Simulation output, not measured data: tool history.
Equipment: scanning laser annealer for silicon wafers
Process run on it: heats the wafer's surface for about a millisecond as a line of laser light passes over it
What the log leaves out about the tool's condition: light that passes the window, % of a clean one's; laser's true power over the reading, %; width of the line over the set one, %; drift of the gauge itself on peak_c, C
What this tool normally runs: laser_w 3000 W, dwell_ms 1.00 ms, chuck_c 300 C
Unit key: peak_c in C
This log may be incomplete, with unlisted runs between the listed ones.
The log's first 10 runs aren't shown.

run,hour,laser_w,dwell_ms,chuck_c,hours of work since the window was cleaned,hours of work since the power meter was calibrated,hours of work since the optics were aligned,peak_c
11,760.0,3198,1.00,310,223,1241,745,1103
12,802.2,3198,1.00,310,241,1260,763,1097
13,876.0,3000,1.00,300,273,1291,795,1042
14,920.7,3000,1.23,300,292,1311,814,1113
15,987.4,3000,1.23,285,321,1340,843,1098
16,1051.5,3000,1.00,300,349,1367,871,1044
17,1150.0,3000,1.07,300,392,1410,913,1065
18,1210.3,3000,1.00,267,418,1436,939,1010
19,1258.0,3000,1.00,267,438,1457,960,1008
20,1328.9,3000,1.00,267,469,1487,991,1008
21,1409.2,3000,1.00,267,504,1522,1025,1009
22,1509.0,3000,1.00,267,547,1565,1068,1009
23,1594.7,3000,1.00,267,584,1602,1105,1007
24,1678.1,2714,0.76,279,620,1638,1142,876
25,1724.8,2981,0.76,279,640,1658,1162,932
26,1789.4,2837,0.76,302,668,1686,1190,926
27,1862.3,2916,1.09,324,699,1718,1221,1072
28,1956.4,3040,0.90,304,740,1758,1262,1024
29,2053.1,2948,0.85,317,782,1800,1304,994
30,2107.5,2948,0.85,317,805,1824,1327,996
31,2206.8,2948,0.78,317,848,1867,1370,970
32,2304.2,2948,0.78,317,890,1909,1412,969
33,2356.1,3190,0.77,317,913,1931,1435,1018
# hour 2365.9: window over the wafer cleaned
34,2425.0,3000,0.77,276,26,1960,1463,939

Run 35 has not been measured yet. What should we expect?
35,2480.0,3000,0.77,330,49,1984,1487,?

Logged for run 35: peak_c 992 C.
The same run, on a tool lacking any hidden state, would have yielded peak_c 993 C.
